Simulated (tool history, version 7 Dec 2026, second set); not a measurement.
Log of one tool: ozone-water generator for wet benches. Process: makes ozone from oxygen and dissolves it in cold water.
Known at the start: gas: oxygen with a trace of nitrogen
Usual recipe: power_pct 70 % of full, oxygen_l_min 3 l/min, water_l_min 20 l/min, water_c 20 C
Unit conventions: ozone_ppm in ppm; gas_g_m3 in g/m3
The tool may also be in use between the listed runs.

run    hour  power_pct  oxygen_l_min  water_l_min  water_c  ozone_ppm  gas_g_m3
  1       0         70             3           20       20       11.1       133
       42.3  -- water thermometer calibrated
  2   179.5         70             3           20       20       11.3       133
  3   297.6         70          4.31           20       20       12.4     116.7
  4   421.5         42             3           20       20        8.6     103.6
  5   585.1         42             3           20       20        8.8     101.9
  6   681.5         42             3           20       20        8.5     102.5
  7   762.7         42             3           20       20        8.5     101.7
  8   883.8         42             3           20       28        7.9     102.1
  9   984.2         70             3           18       20       12.2     130.5
 10  1096.6         70           5.4           23       24       10.3     105.5
 11  1238.3         65          3.13           23       27        8.6     123.6
 12  1358.4         65          3.13           23       27        8.5     122.6
 13  1475.1         65          3.13           23       27        8.4     121.6
 14  1623.5         65          3.13           23       27        8.5     121.7
 15  1706.7         65          3.13           23       27        8.5     121.1
 16    1832         65          3.13           23       27        8.7     123.4
 17  1953.1         65          1.61           23       14        7.2     156.1
 18  2078.9         96          2.12           28       20        7.5       169

5 options for the next run, each taken on its own from the tool as it stands now. Forecast them:
  A  2181.4         96          2.28           14       18          ?         ?
  B  2181.4         81          2.12           28       20          ?         ?
  C  2181.4         70             3           20       18          ?         ?
  D  2181.4         96          2.12           18       20          ?         ?
  E  2181.4         70             3           20       15          ?         ?

run  ozone_ppm  gas_g_m3
  A       16.1     163.4
  B        7.1     155.2
  C       10.8     126.3
  D       12.2     167.2
  E       11.2     128.7
Without the tool's unlogged condition, the same runs would have read:
run  ozone_ppm  gas_g_m3
  A       18.8     186.6
  B        8.3     175.5
  C       12.5     141.5
  D       14.4     190.9
  E         13     144.3
